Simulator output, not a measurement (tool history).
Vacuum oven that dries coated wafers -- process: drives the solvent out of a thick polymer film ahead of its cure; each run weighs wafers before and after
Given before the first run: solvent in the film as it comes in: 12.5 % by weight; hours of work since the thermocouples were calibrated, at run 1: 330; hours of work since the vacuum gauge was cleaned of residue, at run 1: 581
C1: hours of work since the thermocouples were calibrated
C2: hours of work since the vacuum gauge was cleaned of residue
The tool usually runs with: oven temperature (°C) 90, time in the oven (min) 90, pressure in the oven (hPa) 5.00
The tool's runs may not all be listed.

Run 1, hour 0.0: usual settings; C1 330; C2 581. Result: solvent left in the film (%) 1.20.
Run 2, hour 28.2: usual settings but oven temperature (°C) 87; C1 346; C2 598. Result: solvent left in the film (%) 1.60.
Run 3, hour 65.5: usual settings but oven temperature (°C) 87; C1 369; C2 620. Result: solvent left in the film (%) 1.61.
Run 4, hour 96.9: usual settings but oven temperature (°C) 87; C1 387; C2 638. Result: solvent left in the film (%) 1.57.
Run 5, hour 121.2: usual settings but time in the oven (min) 74; C1 402; C2 653. Result: solvent left in the film (%) 1.65.
Run 6, hour 154.2: usual settings but oven temperature (°C) 79; C1 421; C2 672. Result: solvent left in the film (%) 3.14.
Run 7, hour 191.3: usual settings but time in the oven (min) 77; C1 443; C2 694. Result: solvent left in the film (%) 1.53.
Run 8, hour 216.9: usual settings but time in the oven (min) 77; C1 458; C2 709. Result: solvent left in the film (%) 1.53.
Run 9, hour 250.8: usual settings but oven temperature (°C) 80, time in the oven (min) 77; C1 478; C2 729. Result: solvent left in the film (%) 3.39.
Run 10, hour 283.2: usual settings but oven temperature (°C) 80, time in the oven (min) 77; C1 497; C2 749. Result: solvent left in the film (%) 3.40.
Run 11, hour 321.2: usual settings but oven temperature (°C) 80, time in the oven (min) 77; C1 520; C2 771. Result: solvent left in the film (%) 3.38.
Run 12, hour 344.7: usual settings but time in the oven (min) 62; C1 534; C2 785. Result: solvent left in the film (%) 2.12.
Run 13, hour 379.9: usual settings but time in the oven (min) 62; C1 555; C2 806. Result: solvent left in the film (%) 2.08.
Run 14, hour 410.4: usual settings but time in the oven (min) 62; C1 573; C2 824. Result: solvent left in the film (%) 2.08.
Run 15, hour 436.4: usual settings but pressure in the oven (hPa) 4.02; C1 588; C2 839. Result: solvent left in the film (%) 1.14.
Run 16, hour 464.5: usual settings but oven temperature (°C) 82; C1 605; C2 856. Result: solvent left in the film (%) 2.50.
Run 17, hour 501.1: usual settings but oven temperature (°C) 82; C1 626; C2 878. Result: solvent left in the film (%) 2.49.
Run 18, hour 529.1: usual settings but oven temperature (°C) 82; C1 643; C2 894. Result: solvent left in the film (%) 2.49.
Run 19, hour 549.9: usual settings but oven temperature (°C) 95, time in the oven (min) 54, pressure in the oven (hPa) 9.04; C1 655; C2 907. Result: solvent left in the film (%) 1.81.
Run 20, hour 576.6: usual settings but oven temperature (°C) 88, time in the oven (min) 128, pressure in the oven (hPa) 7.37; C1 671; C2 922. Result: solvent left in the film (%) 1.08.
Run 21, hour 607.6: usual settings but oven temperature (°C) 98, time in the oven (min) 117, pressure in the oven (hPa) 6.55; C1 690; C2 941. Result: solvent left in the film (%) 0.50.
Run 22, hour 628.8: usual settings but oven temperature (°C) 77, time in the oven (min) 85, pressure in the oven (hPa) 4.12; C1 702; C2 953. Result: solvent left in the film (%) 3.72.
Run 23, hour 664.5: usual settings but oven temperature (°C) 77, time in the oven (min) 85, pressure in the oven (hPa) 4.12; C1 723; C2 974. Result: solvent left in the film (%) 3.71.
Run 24, hour 687.3: usual settings but oven temperature (°C) 94, time in the oven (min) 85, pressure in the oven (hPa) 15.87; C1 737; C2 988. Result: solvent left in the film (%) 1.43.
Run 25, hour 721.2: usual settings but pressure in the oven (hPa) 3.75; C1 757; C2 1008. Result: solvent left in the film (%) 1.20.
Run 26, hour 740.3: usual settings but oven temperature (°C) 93, time in the oven (min) 105, pressure in the oven (hPa) 6.42; C1 768; C2 1019. Result: solvent left in the film (%) 0.84.
Run 27, hour 767.6: usual settings but oven temperature (°C) 79, time in the oven (min) 107, pressure in the oven (hPa) 6.39; C1 784; C2 1035. Result: solvent left in the film (%) 2.71.
Run 28, hour 795.5: usual settings but oven temperature (°C) 79, time in the oven (min) 107, pressure in the oven (hPa) 6.39; C1 801; C2 1052. Result: solvent left in the film (%) 2.68.
Run 29, hour 823.0: usual settings but oven temperature (°C) 79, time in the oven (min) 107, pressure in the oven (hPa) 6.39; C1 817; C2 1068. Result: solvent left in the film (%) 2.73.
Run 30, hour 842.6: usual settings but oven temperature (°C) 79, time in the oven (min) 107, pressure in the oven (hPa) 6.39; C1 829; C2 1080. Result: solvent left in the film (%) 2.73.
Run 31, hour 865.1: usual settings but oven temperature (°C) 81, time in the oven (min) 61, pressure in the oven (hPa) 9.09; C1 842; C2 1093. Result: solvent left in the film (%) 4.26.
Run 32, hour 895.7: usual settings but time in the oven (min) 156; C1 860; C2 1111. Result: solvent left in the film (%) 0.64.
Run 33, hour 915.6: usual settings but oven temperature (°C) 75, time in the oven (min) 156, pressure in the oven (hPa) 8.31; C1 872; C2 1123. Result: solvent left in the film (%) 2.69.
Run 34, hour 946.2: usual settings but oven temperature (°C) 95, time in the oven (min) 49, pressure in the oven (hPa) 14.80; C1 890; C2 1141. Result: solvent left in the film (%) 2.34.

Difference, measured minus no-hidden-state, one row per run. Run-to-run variation is common to both terms; the gauge's own scatter need not be:
Unlogged tool condition in this case: true wafer temperature over the reading, C; true pressure over the reading, kPa; drift of the gauge itself on solvent_pct, %.
run  solvent left in the film (%)
  1                         +0.13
  2                         +0.14
  3                         +0.14
  4                         +0.14
  5                         +0.12
  6                         +0.16
  7                         +0.12
  8                         +0.12
  9                         +0.14
 10                         +0.14
 11                         +0.15
 12                         +0.11
 13                         +0.11
 14                         +0.12
 15                         +0.16
 16                         +0.17
 17                         +0.18
 18                         +0.17
 19                         +0.10
 20                         +0.21
 21                         +0.16
 22                         +0.19
 23                         +0.19
 24                         +0.15
 25                         +0.17
 26                         +0.19
 27                         +0.22
 28                         +0.23
 29                         +0.22
 30                         +0.23
 31                         +0.13
 32                         +0.26
 33                         +0.32
 34                         +0.09

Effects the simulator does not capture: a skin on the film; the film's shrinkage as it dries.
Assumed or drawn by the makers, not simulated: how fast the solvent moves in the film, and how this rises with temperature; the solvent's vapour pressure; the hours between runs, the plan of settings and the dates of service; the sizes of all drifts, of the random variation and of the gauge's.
